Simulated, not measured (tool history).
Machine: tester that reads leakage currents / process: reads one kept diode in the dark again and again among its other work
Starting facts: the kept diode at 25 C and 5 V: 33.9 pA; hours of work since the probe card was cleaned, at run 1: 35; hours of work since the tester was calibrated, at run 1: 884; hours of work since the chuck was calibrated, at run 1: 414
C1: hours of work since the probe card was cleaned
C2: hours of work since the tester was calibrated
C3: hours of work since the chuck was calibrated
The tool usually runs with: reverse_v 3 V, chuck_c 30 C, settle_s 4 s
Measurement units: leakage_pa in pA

run 1 hour=0 | reverse_v=3 chuck_c=30 settle_s=4 | C1=35 C2=884 C3=414 | leakage_pa=35.35
run 2 hour=152.9 | reverse_v=3 chuck_c=30 settle_s=4 | C1=104 C2=953 C3=483 | leakage_pa=35
run 3 hour=259.3 | reverse_v=3 chuck_c=30 settle_s=4 | C1=152 C2=1001 C3=531 | leakage_pa=34.67
run 4 hour=392.9 | reverse_v=3 chuck_c=30 settle_s=4 | C1=213 C2=1062 C3=591 | leakage_pa=34.32
run 5 hour=540.2 | reverse_v=3 chuck_c=30 settle_s=4 | C1=279 C2=1128 C3=658 | leakage_pa=34.33
run 6 hour=636.2 | reverse_v=3 chuck_c=30 settle_s=5.31 | C1=323 C2=1172 C3=701 | leakage_pa=33.91
run 7 hour=739.7 | reverse_v=3 chuck_c=30 settle_s=5.31 | C1=370 C2=1218 C3=748 | leakage_pa=33.44
-- hour=753.9 tester calibrated
run 8 hour=903.8 | reverse_v=3 chuck_c=30 settle_s=5.31 | C1=443 C2=68 C3=821 | leakage_pa=33.38
-- hour=1010.8 tester calibrated, once more
run 9 hour=1010.8 | reverse_v=3 chuck_c=30 settle_s=5.31 | C1=490 C2=0 C3=869 | leakage_pa=33.04
run 10 hour=1092.1 | reverse_v=3 chuck_c=30 settle_s=5.31 | C1=527 C2=37 C3=906 | leakage_pa=32.84
run 11 hour=1248 | reverse_v=1.27 chuck_c=30 settle_s=4 | C1=598 C2=107 C3=976 | leakage_pa=20.12
run 12 hour=1326.3 | reverse_v=3 chuck_c=30 settle_s=1.11 | C1=633 C2=143 C3=1012 | leakage_pa=33.2
-- hour=1389.1 chuck's temperature calibrated
run 13 hour=1493.6 | reverse_v=3 chuck_c=30 settle_s=1.11 | C1=708 C2=217 C3=47 | leakage_pa=38.87
run 14 hour=1568.7 | reverse_v=3 chuck_c=30 settle_s=1.11 | C1=742 C2=251 C3=81 | leakage_pa=38.73
run 15 hour=1704.1 | reverse_v=3 chuck_c=30 settle_s=1.11 | C1=803 C2=313 C3=142 | leakage_pa=38.37
run 16 hour=1862.9 | reverse_v=2.55 chuck_c=46 settle_s=0.38 | C1=875 C2=384 C3=214 | leakage_pa=105.53
run 17 hour=1996.5 | reverse_v=8.67 chuck_c=30 settle_s=4 | C1=935 C2=445 C3=275 | leakage_pa=67.19
run 18 hour=2171.1 | reverse_v=18.84 chuck_c=22 settle_s=0.64 | C1=1014 C2=524 C3=354 | leakage_pa=68.85

Describe how what the log doesn't record of the tool's condition differs between the last listed run preceding each entry between runs and the first listed run following it.
After run 7, before run 8: tester calibrated (hour 753.9)
  stray current of the dirty probe card, pA a volt: 0.173 -> 0.2; current scale over the true one, %: 0.5 -> 0.61; true chuck temperature over the reading, C: -1.77 -> -1.95
  difference, measured minus the result without the unlogged condition, leakage_pa: -3.98 -> -4.34 pA
After run 8, before run 9: tester calibrated, once more (hour 1010.8)
  stray current of the dirty probe card, pA a volt: 0.2 -> 0.218; current scale over the true one, %: 0.61 -> 0.08; true chuck temperature over the reading, C: -1.95 -> -2.06
  difference, measured minus the result without the unlogged condition, leakage_pa: -4.34 -> -4.72 pA
After run 12, before run 13: chuck's temperature calibrated (hour 1389.1)
  stray current of the dirty probe card, pA a volt: 0.27 -> 0.298; current scale over the true one, %: 0.14 -> 0.18; true chuck temperature over the reading, C: -2.41 -> -0.15
  difference, measured minus the result without the unlogged condition, leakage_pa: -5.4 -> +0.5 pA
